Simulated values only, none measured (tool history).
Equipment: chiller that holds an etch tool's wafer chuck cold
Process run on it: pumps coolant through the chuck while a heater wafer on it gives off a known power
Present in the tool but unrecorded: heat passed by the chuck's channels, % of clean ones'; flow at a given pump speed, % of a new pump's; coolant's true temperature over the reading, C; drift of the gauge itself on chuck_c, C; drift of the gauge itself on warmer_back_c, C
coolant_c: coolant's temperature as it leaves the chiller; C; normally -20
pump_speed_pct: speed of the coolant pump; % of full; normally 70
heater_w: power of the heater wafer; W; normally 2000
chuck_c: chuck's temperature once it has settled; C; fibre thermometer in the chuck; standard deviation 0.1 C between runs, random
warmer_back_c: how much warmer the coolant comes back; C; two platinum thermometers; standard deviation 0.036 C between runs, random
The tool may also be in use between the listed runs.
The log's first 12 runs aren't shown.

run    hour  coolant_c  pump_speed_pct  heater_w  hours since the coolant was changed and the channels were flushed  hours since the pump was overhauled  hours since the chiller's thermometer was calibrated  chuck_c  warmer_back_c
 13   746.9        -20              70      2000                                                               1056                                  938                                                   938      2.2           6.79
 14   826.9        -20              70      2000                                                               1136                                 1018                                                  1018      2.3           6.73
 15   902.8        -20              70      2000                                                               1212                                 1094                                                  1094      2.4           6.64
 16   979.1        -20              70      1704                                                               1288                                 1170                                                  1170     -0.9           5.64
 17  1064.6        -20              70      1077                                                               1374                                 1255                                                  1255     -8.0           3.53
 18  1132.1        -20              70      1077                                                               1441                                 1323                                                  1323     -8.0           3.45
 19  1206.5        -20              70      1077                                                               1516                                 1397                                                  1397     -8.0           3.46
 20  1271.1        -13              70      1077                                                               1580                                 1462                                                  1462     -0.9           3.46
 21  1329.3        -25              97      2154                                                               1638                                 1520                                                  1520     -6.6           5.03
     1365.1  -- gauge calibrated
 22  1387.1        -25              97      2154                                                               1696                                 1578                                                  1578     -6.6           5.21
 23  1474.7        -12              74      2028                                                               1784                                 1665                                                  1665      9.6           6.49
 24  1555.3        -24              99      1047                                                               1864                                 1746                                                  1746    -15.2           2.47
 25  1615.0        -15              99      1257                                                               1924                                 1806                                                  1806     -4.5           2.88
 26  1652.8        -15              75      1257                                                               1962                                 1844                                                  1844     -1.6           3.97
 27  1701.2        -22              70      1231                                                               2010                                 1892                                                  1892     -8.4           4.12
 28  1756.4        -15              99      1361                                                               2065                                 1947                                                  1947     -3.5           3.17
 29  1841.3        -15              99      1361                                                               2150                                 2032                                                  2032     -3.5           3.13
 30  1905.1        -15              99      1361                                                               2214                                 2096                                                  2096     -3.6           3.14
 31  1954.0        -21              70      1189                                                               2263                                 2145                                                  2145     -7.6           3.96
 32  1995.2        -22              84      1990                                                               2304                                 2186                                                  2186     -2.9           5.48
 33  2075.4        -22              84      1990                                                               2385                                 2266                                                  2266     -3.1           5.40

Forecast each of these 3 alternatives for the next run:
  A  2140.3        -20              70      2039                                                               2449                                 2331                                                  2331        ?              ?
  B  2140.3        -29              61      1399                                                               2449                                 2331                                                  2331        ?              ?
  C  2140.3        -17              93      2000                                                               2449                                 2331                                                  2331        ?              ?

run  chuck_c  warmer_back_c
  A      2.6           6.87
  B    -11.5           5.43
  C      0.6           4.91
The same runs, with their run-to-run variation unchanged, on a tool lacking any hidden condition would have given:
run  chuck_c  warmer_back_c
  A      2.5           7.01
  B    -11.5           5.57
  C      0.5           5.06

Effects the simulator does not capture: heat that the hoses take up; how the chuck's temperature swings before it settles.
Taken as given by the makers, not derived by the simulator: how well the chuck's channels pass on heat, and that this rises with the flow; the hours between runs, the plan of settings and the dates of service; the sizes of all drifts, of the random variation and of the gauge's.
